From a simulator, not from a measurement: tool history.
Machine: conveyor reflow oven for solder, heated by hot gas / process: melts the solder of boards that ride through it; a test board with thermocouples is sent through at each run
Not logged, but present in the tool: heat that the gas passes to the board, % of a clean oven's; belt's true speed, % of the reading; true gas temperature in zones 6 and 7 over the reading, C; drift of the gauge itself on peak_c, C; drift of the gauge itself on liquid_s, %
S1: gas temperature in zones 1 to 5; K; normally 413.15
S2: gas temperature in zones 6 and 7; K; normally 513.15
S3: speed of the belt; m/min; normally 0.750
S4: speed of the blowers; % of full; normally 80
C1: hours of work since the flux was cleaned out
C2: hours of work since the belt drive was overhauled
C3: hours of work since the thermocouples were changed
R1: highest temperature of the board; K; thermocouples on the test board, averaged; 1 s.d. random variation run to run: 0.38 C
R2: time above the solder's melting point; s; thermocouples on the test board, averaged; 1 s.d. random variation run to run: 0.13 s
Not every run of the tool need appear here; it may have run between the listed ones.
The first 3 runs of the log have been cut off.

{"run": 4, "day": 2.988, "S1": 413.15, "S2": 517.15, "S3": 0.75, "S4": 80, "C1": 114, "C2": 278, "C3": 595, "R1": 498.75, "R2": 47.2}
{"run": 5, "day": 3.767, "S1": 413.15, "S2": 517.15, "S3": 0.75, "S4": 80, "C1": 127, "C2": 292, "C3": 608, "R1": 499.75, "R2": 47.0}
{"run": 6, "day": 5.292, "S1": 413.15, "S2": 527.15, "S3": 0.75, "S4": 80, "C1": 153, "C2": 317, "C3": 634, "R1": 507.65, "R2": 50.6}
{"run": 7, "day": 6.046, "S1": 413.15, "S2": 527.15, "S3": 0.638, "S4": 80, "C1": 165, "C2": 330, "C3": 646, "R1": 512.95, "R2": 61.5}
{"run": 8, "day": 7.483, "S1": 413.15, "S2": 527.15, "S3": 0.638, "S4": 80, "C1": 189, "C2": 354, "C3": 670, "R1": 512.45, "R2": 61.2}
{"run": 9, "day": 8.15, "S1": 413.15, "S2": 513.15, "S3": 0.75, "S4": 80, "C1": 201, "C2": 365, "C3": 682, "R1": 495.55, "R2": 45.2}
{"run": 10, "day": 9.121, "S1": 413.15, "S2": 513.15, "S3": 0.75, "S4": 80, "C1": 217, "C2": 381, "C3": 698, "R1": 494.75, "R2": 45.2}
{"day": 10.192, "done": "flux residue cleaned out of gas plates and filters"}
{"run": 11, "day": 10.746, "S1": 413.15, "S2": 513.15, "S3": 0.75, "S4": 80, "C1": 9, "C2": 405, "C3": 722, "R1": 495.75, "R2": 45.7}
{"run": 12, "day": 12.271, "S1": 413.15, "S2": 513.15, "S3": 0.75, "S4": 80, "C1": 35, "C2": 430, "C3": 747, "R1": 495.25, "R2": 45.4}
{"run": 13, "day": 13.642, "S1": 413.15, "S2": 513.15, "S3": 0.75, "S4": 80, "C1": 58, "C2": 453, "C3": 770, "R1": 495.45, "R2": 45.7}
{"run": 14, "day": 14.388, "S1": 413.15, "S2": 513.15, "S3": 0.75, "S4": 80, "C1": 70, "C2": 466, "C3": 782, "R1": 495.15, "R2": 45.4}
{"run": 15, "day": 15.458, "S1": 413.15, "S2": 513.15, "S3": 0.681, "S4": 80, "C1": 88, "C2": 483, "C3": 800, "R1": 497.85, "R2": 51.7}
{"run": 16, "day": 16.55, "S1": 413.15, "S2": 513.15, "S3": 0.681, "S4": 80, "C1": 106, "C2": 502, "C3": 819, "R1": 497.95, "R2": 51.6}
{"run": 17, "day": 17.496, "S1": 413.15, "S2": 527.15, "S3": 0.681, "S4": 52, "C1": 122, "C2": 518, "C3": 834, "R1": 501.65, "R2": 53.0}
{"run": 18, "day": 18.283, "S1": 413.15, "S2": 527.15, "S3": 0.681, "S4": 52, "C1": 135, "C2": 531, "C3": 848, "R1": 501.55, "R2": 52.8}
{"run": 19, "day": 19.383, "S1": 413.15, "S2": 527.15, "S3": 0.681, "S4": 52, "C1": 154, "C2": 549, "C3": 866, "R1": 501.15, "R2": 53.2}
{"run": 20, "day": 20.717, "S1": 413.15, "S2": 510.15, "S3": 0.75, "S4": 62, "C1": 176, "C2": 571, "C3": 888, "R1": 486.65, "R2": 40.3}
{"run": 21, "day": 21.412, "S1": 413.15, "S2": 510.15, "S3": 0.75, "S4": 62, "C1": 188, "C2": 583, "C3": 900, "R1": 486.75, "R2": 40.2}
{"run": 22, "day": 22.071, "S1": 403.15, "S2": 513.15, "S3": 0.75, "S4": 80, "C1": 199, "C2": 594, "C3": 911, "R1": 492.25, "R2": 41.9}
{"run": 23, "day": 22.921, "S1": 418.15, "S2": 513.15, "S3": 0.627, "S4": 80, "C1": 213, "C2": 608, "C3": 925, "R1": 499.15, "R2": 59.2}
{"run": 24, "day": 23.8, "S1": 413.15, "S2": 525.15, "S3": 0.826, "S4": 80, "C1": 228, "C2": 623, "C3": 940, "R1": 501.05, "R2": 43.7}
{"day": 24.225, "done": "flux residue cleaned out of gas plates and filters"}
{"run": 25, "day": 25.538, "S1": 404.15, "S2": 519.15, "S3": 0.671, "S4": 88, "C1": 22, "C2": 648, "C3": 965, "R1": 503.85, "R2": 53.1}
{"run": 26, "day": 26.512, "S1": 404.15, "S2": 519.15, "S3": 0.671, "S4": 88, "C1": 38, "C2": 665, "C3": 982, "R1": 503.25, "R2": 53.0}
{"run": 27, "day": 28.058, "S1": 414.15, "S2": 511.15, "S3": 0.889, "S4": 75, "C1": 64, "C2": 691, "C3": 1007, "R1": 486.25, "R2": 33.5}
{"run": 28, "day": 28.825, "S1": 403.15, "S2": 511.15, "S3": 0.677, "S4": 60, "C1": 77, "C2": 703, "C3": 1020, "R1": 489.45, "R2": 43.5}

Forecast run 29:
{"run": 29, "day": 29.575, "S1": 426.15, "S2": 526.15, "S3": 0.822, "S4": 51, "C1": 89, "C2": 716, "C3": 1033, "R1": "?", "R2": "?"}

Run 29 came out at R1 495.35 K, R2 44.2 s.
On a tool with no hidden condition, and with the same random variation, this run would have come out at R1 498.35 K, R2 45.2 s.
